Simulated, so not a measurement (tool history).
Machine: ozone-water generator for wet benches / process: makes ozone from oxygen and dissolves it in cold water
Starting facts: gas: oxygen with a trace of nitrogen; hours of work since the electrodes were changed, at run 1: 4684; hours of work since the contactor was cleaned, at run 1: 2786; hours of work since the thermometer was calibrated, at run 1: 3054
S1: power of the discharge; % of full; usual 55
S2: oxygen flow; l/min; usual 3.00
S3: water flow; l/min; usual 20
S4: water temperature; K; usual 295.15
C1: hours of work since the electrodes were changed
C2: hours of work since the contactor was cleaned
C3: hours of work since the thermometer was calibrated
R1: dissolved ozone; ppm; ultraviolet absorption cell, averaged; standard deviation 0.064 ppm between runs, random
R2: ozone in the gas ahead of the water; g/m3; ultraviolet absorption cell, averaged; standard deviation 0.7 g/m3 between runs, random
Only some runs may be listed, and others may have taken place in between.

run	hour	S1	S2	S3	S4	C1	C2	C3	R1	R2
1	0.0	55	3.00	20	295.15	4684	2786	3054	9.25	125.9
2	83.8	55	3.00	20	295.15	4759	2861	3130	9.21	125.8
3	151.6	55	3.00	20	295.15	4820	2922	3190	9.23	125.5
4	233.2	55	3.00	20	295.15	4893	2995	3264	9.21	125.9
5	313.9	55	3.00	20	295.15	4966	3067	3336	9.28	126.2
6	395.0	55	3.00	20	295.15	5038	3140	3409	9.15	126.2
7	519.0	55	3.00	20	295.15	5149	3251	3520	9.06	124.7
8	647.8	55	3.00	20	295.15	5265	3367	3635	9.05	125.4
9	783.9	55	3.00	15	295.15	5387	3489	3757	11.50	125.6
10	922.0	55	3.00	20	295.15	5511	3612	3881	9.03	124.9
11	1061.1	55	3.00	20	295.15	5635	3737	4006	9.00	124.8
12	1191.2	55	3.00	20	295.15	5752	3854	4122	8.98	123.9
13	1312.7	55	3.00	20	295.15	5861	3963	4231	9.00	124.4
14	1453.5	55	3.00	20	295.15	5987	4089	4358	8.84	124.3
15	1597.3	55	3.00	20	295.15	6116	4218	4486	8.76	124.1
16	1734.5	55	4.29	20	295.15	6239	4341	4609	8.76	97.5
# hour 1747.6: water thermometer calibrated
17	1877.8	55	3.00	20	292.15	6367	4469	117	9.12	123.2
18	2023.2	42	2.88	15	295.15	6497	4599	247	9.02	100.2
19	2142.4	55	5.35	20	300.15	6604	4706	354	7.75	84.8
20	2204.7	55	2.43	26	295.15	6660	4762	410	6.83	140.4
# hour 2273.2: contactor cleaned
21	2350.9	42	1.89	20	295.15	6788	70	537	7.21	133.0
22	2497.0	42	2.08	30	301.15	6919	201	668	4.52	124.8
23	2575.7	42	3.35	24	300.15	6989	271	739	5.82	90.4
24	2651.2	72	3.35	15	298.15	7057	339	806	13.48	142.0
25	2781.4	72	3.35	15	298.15	7174	456	923	13.44	140.2
26	2927.0	55	3.00	18	295.15	7304	586	1054	9.92	120.7
27	3008.7	86	2.53	28	300.15	7377	659	1127	8.98	192.5
28	3123.1	55	1.51	20	290.15	7480	762	1230	8.81	190.8
29	3202.7	55	1.51	20	290.15	7551	833	1301	8.82	188.0
30	3278.8	55	1.51	20	290.15	7619	901	1369	8.90	190.5
# hour 3402.2: electrodes of the discharge changed
31	3406.8	55	4.20	20	292.15	4	1011	1478	10.34	108.0
32	3546.4	76	4.20	20	292.15	129	1136	1604	13.89	146.2
33	3622.4	61	3.38	25	289.15	197	1204	1672	9.61	137.5

Some steps in R1 between neighbouring runs. How much of each would the tool show without its hidden state too (settings, what came in, random variation), and how much is left for the hidden state, with any gauge scatter that isn't in both results?
Unlogged tool condition in this case: yield of the discharge, % of new electrodes'; contactor's efficiency, % of a clean one's; true water temperature over the reading, C; drift of the gauge itself on ozone_ppm, %; drift of the gauge itself on gas_g_m3, %.
Run 23 -> 24: S1 42 -> 72, S3 24 -> 15, S4 300.15 -> 298.15. R1 +7.66 ppm: hidden state -1.56, all else +9.22.
Run 25 -> 26: S1 72 -> 55, S2 3.35 -> 3.00, S3 15 -> 18, S4 298.15 -> 295.15. R1 -3.52 ppm: hidden state +0.88, all else -4.40.
Run 30 -> 31: S2 1.51 -> 4.20, S4 290.15 -> 292.15, electrodes of the discharge changed. R1 +1.44 ppm: hidden state +1.08, all else +0.36.
Run 31 -> 32: S1 55 -> 76. R1 +3.55 ppm: hidden state -0.08, all else +3.63.
Run 32 -> 33: S1 76 -> 61, S2 4.20 -> 3.38, S3 20 -> 25, S4 292.15 -> 289.15. R1 -4.28 ppm: hidden state +0.03, all else -4.31.

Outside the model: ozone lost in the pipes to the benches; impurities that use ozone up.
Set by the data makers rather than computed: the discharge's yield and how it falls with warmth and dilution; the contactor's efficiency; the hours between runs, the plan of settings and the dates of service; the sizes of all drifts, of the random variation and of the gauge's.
